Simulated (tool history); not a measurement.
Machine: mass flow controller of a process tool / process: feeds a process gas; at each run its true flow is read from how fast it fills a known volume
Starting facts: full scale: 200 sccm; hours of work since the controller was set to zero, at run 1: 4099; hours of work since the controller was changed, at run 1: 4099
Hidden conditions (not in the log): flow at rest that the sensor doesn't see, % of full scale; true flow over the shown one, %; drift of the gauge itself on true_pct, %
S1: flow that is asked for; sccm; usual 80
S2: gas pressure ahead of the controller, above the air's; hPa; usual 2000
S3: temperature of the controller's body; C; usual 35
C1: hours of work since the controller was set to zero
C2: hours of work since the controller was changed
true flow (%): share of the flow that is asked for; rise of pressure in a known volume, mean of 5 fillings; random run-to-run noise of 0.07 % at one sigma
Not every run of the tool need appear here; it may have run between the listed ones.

run 1 day=0 | S1=80 S2=2000 S3=35 | C1=4099 C2=4099 | true_flow_(%)=97.62
run 2 day=16.571 | S1=80 S2=2000 S3=35 | C1=4263 C2=4263 | true_flow_(%)=97.65
run 3 day=29.708 | S1=80 S2=2000 S3=35 | C1=4393 C2=4393 | true_flow_(%)=97.65
run 4 day=41.933 | S1=80 S2=2000 S3=35 | C1=4514 C2=4514 | true_flow_(%)=97.65
run 5 day=60.783 | S1=80 S2=1750 S3=35 | C1=4700 C2=4700 | true_flow_(%)=97.39
run 6 day=75.829 | S1=80 S2=1750 S3=35 | C1=4849 C2=4849 | true_flow_(%)=97.32
run 7 day=88.092 | S1=80 S2=1750 S3=35 | C1=4970 C2=4970 | true_flow_(%)=97.44
run 8 day=109.592 | S1=47 S2=2000 S3=35 | C1=5183 C2=5183 | true_flow_(%)=96.34
run 9 day=132.721 | S1=80 S2=2580 S3=35 | C1=5412 C2=5412 | true_flow_(%)=98.08
run 10 day=144.388 | S1=80 S2=2580 S3=35 | C1=5527 C2=5527 | true_flow_(%)=98.15
run 11 day=158.675 | S1=80 S2=2000 S3=35 | C1=5668 C2=5668 | true_flow_(%)=97.68
run 12 day=178.646 | S1=80 S2=2000 S3=35 | C1=5866 C2=5866 | true_flow_(%)=97.81
run 13 day=198.233 | S1=80 S2=2000 S3=35 | C1=6060 C2=6060 | true_flow_(%)=97.85
run 14 day=212.508 | S1=80 S2=2000 S3=35 | C1=6201 C2=6201 | true_flow_(%)=97.71
run 15 day=225.608 | S1=80 S2=2000 S3=35 | C1=6330 C2=6330 | true_flow_(%)=97.76
run 16 day=245.5 | S1=80 S2=2000 S3=35 | C1=6527 C2=6527 | true_flow_(%)=97.83
run 17 day=266.538 | S1=56 S2=2000 S3=35 | C1=6735 C2=6735 | true_flow_(%)=96.86
run 18 day=277.342 | S1=56 S2=2000 S3=35 | C1=6842 C2=6842 | true_flow_(%)=96.91
run 19 day=289.967 | S1=56 S2=2000 S3=35 | C1=6967 C2=6967 | true_flow_(%)=96.88
run 20 day=312.579 | S1=56 S2=1780 S3=35 | C1=7191 C2=7191 | true_flow_(%)=96.68
run 21 day=323.392 | S1=80 S2=1530 S3=35 | C1=7298 C2=7298 | true_flow_(%)=97.63
run 22 day=339.112 | S1=80 S2=1530 S3=35 | C1=7453 C2=7453 | true_flow_(%)=97.52
run 23 day=358.104 | S1=80 S2=1530 S3=35 | C1=7641 C2=7641 | true_flow_(%)=97.6
run 24 day=371.121 | S1=35 S2=2120 S3=37 | C1=7770 C2=7770 | true_flow_(%)=94.78
run 25 day=390.929 | S1=46 S2=1950 S3=35 | C1=7965 C2=7965 | true_flow_(%)=96.07
-- day=399.854 controller's zero set anew
run 26 day=411.771 | S1=39 S2=2500 S3=27 | C1=118 C2=8171 | true_flow_(%)=100.49
run 27 day=432.575 | S1=39 S2=2500 S3=27 | C1=324 C2=8377 | true_flow_(%)=100.39
-- day=439.583 controller exchanged for a calibrated one
run 28 day=445.296 | S1=36 S2=2500 S3=27 | C1=56 C2=56 | true_flow_(%)=98.13
run 29 day=462.583 | S1=38 S2=2340 S3=34 | C1=227 C2=227 | true_flow_(%)=97.24
run 30 day=477.067 | S1=38 S2=1940 S3=34 | C1=371 C2=371 | true_flow_(%)=97.04
run 31 day=493.162 | S1=107 S2=2110 S3=27 | C1=530 C2=530 | true_flow_(%)=98.71
run 32 day=508.442 | S1=107 S2=2110 S3=27 | C1=681 C2=681 | true_flow_(%)=98.8
run 33 day=529.696 | S1=107 S2=2110 S3=27 | C1=891 C2=891 | true_flow_(%)=98.96
run 34 day=548.367 | S1=61 S2=2080 S3=27 | C1=1076 C2=1076 | true_flow_(%)=98.29
run 35 day=568.558 | S1=61 S2=2080 S3=27 | C1=1276 C2=1276 | true_flow_(%)=98.3
run 36 day=591.4 | S1=61 S2=2080 S3=27 | C1=1501 C2=1501 | true_flow_(%)=98.19
run 37 day=607.921 | S1=61 S2=2080 S3=27 | C1=1665 C2=1665 | true_flow_(%)=98.33
run 38 day=626.283 | S1=114 S2=1880 S3=35 | C1=1846 C2=1846 | true_flow_(%)=97.98
run 39 day=637.058 | S1=63 S2=1430 S3=26 | C1=1953 C2=1953 | true_flow_(%)=97.87
run 40 day=657.904 | S1=32 S2=1680 S3=29 | C1=2159 C2=2159 | true_flow_(%)=96.83
run 41 day=681.446 | S1=36 S2=1800 S3=35 | C1=2392 C2=2392 | true_flow_(%)=96.27
run 42 day=704.296 | S1=80 S2=2560 S3=28 | C1=2618 C2=2618 | true_flow_(%)=98.79
run 43 day=720.288 | S1=80 S2=1850 S3=29 | C1=2776 C2=2776 | true_flow_(%)=98.29

3 ways to go on from here, each from the tool as it stands after run 43. What would each give?
run A day=741.058 | S1=122 S2=1850 S3=34 | C1=2982 C2=2982 | true_flow_(%)=?
run B day=741.058 | S1=49 S2=2000 S3=35 | C1=2982 C2=2982 | true_flow_(%)=?
run C day=741.058 | S1=80 S2=1850 S3=40 | C1=2982 C2=2982 | true_flow_(%)=?

run=A true_flow_(%)=98.36
run=B true_flow_(%)=96.74
run=C true_flow_(%)=96.98
With no hidden state in the tool, these same runs would have given:
run=A true_flow_(%)=97.91
run=B true_flow_(%)=96.97
run=C true_flow_(%)=96.77

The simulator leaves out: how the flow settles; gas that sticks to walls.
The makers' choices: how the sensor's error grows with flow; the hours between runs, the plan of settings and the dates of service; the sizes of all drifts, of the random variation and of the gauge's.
